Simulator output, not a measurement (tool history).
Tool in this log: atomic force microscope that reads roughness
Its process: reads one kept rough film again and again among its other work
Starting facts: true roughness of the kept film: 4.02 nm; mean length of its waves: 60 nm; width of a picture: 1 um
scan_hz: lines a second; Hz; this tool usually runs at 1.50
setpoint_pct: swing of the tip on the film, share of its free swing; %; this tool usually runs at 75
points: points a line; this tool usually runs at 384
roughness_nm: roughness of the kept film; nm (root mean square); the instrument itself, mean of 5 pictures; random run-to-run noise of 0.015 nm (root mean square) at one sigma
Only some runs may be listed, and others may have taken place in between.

run,hour,scan_hz,setpoint_pct,points,roughness_nm
1,0.0,1.50,75,384,3.378
2,31.9,0.88,75,384,3.483
# hour 41.1: new tip fitted
3,76.6,0.88,75,384,3.723
4,124.2,0.88,75,384,3.616
5,148.8,1.50,75,600,3.518
6,184.9,1.50,75,600,3.490
7,207.4,1.50,75,600,3.446
8,256.9,1.50,75,823,3.431
9,283.4,1.50,75,823,3.420
10,318.8,1.50,75,384,3.394
# hour 323.1: new tip fitted
11,368.4,1.50,75,399,3.564
12,406.3,1.50,75,399,3.525
13,447.0,1.50,75,399,3.487
14,478.1,1.50,75,384,3.481
15,522.3,1.50,75,384,3.434
16,553.5,1.50,75,384,3.410
17,595.9,1.50,75,384,3.370
# hour 604.0: new tip fitted
18,619.4,1.50,75,384,3.607
19,644.8,1.50,75,384,3.576
20,691.1,1.77,75,384,3.506
21,728.0,1.50,75,481,3.476
22,761.5,0.55,75,481,3.623
23,803.5,0.55,75,481,3.614
24,835.6,0.55,75,481,3.583
25,868.6,2.02,75,384,3.313
# hour 886.2: new tip fitted
26,894.4,0.77,75,384,3.711
27,922.6,0.77,75,384,3.713
28,948.8,2.61,75,523,3.370
29,980.3,2.58,69,521,3.446
30,1009.5,2.58,69,521,3.405
31,1035.0,1.85,84,384,3.228
32,1065.0,1.85,84,384,3.235
33,1092.5,1.91,84,384,3.171
34,1128.7,2.27,56,265,3.498
# hour 1166.2: new tip fitted
35,1166.2,2.27,56,265,3.744
36,1205.5,3.13,66,355,3.484
37,1252.3,1.50,75,397,3.543
38,1291.3,1.50,75,267,3.476
39,1333.0,1.50,75,267,3.457
40,1356.4,2.26,88,507,3.013
41,1387.1,1.50,58,384,3.564
42,1424.9,0.78,81,996,3.451
# hour 1447.2: new tip fitted
43,1471.5,1.50,79,388,3.494
44,1509.7,3.92,88,540,2.721
45,1553.0,2.94,75,300,3.249
46,1591.1,1.50,57,333,3.671
47,1640.0,1.50,57,333,3.602
48,1691.1,1.50,57,333,3.530
49,1726.1,3.95,75,296,2.984
# hour 1730.1: new tip fitted
50,1777.9,3.95,75,296,3.151
51,1807.1,2.22,75,297,3.411
52,1829.2,0.60,75,384,3.659
53,1851.9,1.45,68,384,3.561

Each row is a separate what-if for the run after 53, all from the same tool condition, not one after another. Results?
A,1872.7,1.88,75,475,?
B,1872.7,1.25,60,384,?
C,1872.7,1.52,76,384,?

run,roughness_nm
A,3.399
B,3.631
C,3.442
Take away the tool's hidden state, keep each run's random variation, and the runs would have read:
run,roughness_nm
A,3.575
B,3.818
C,3.619
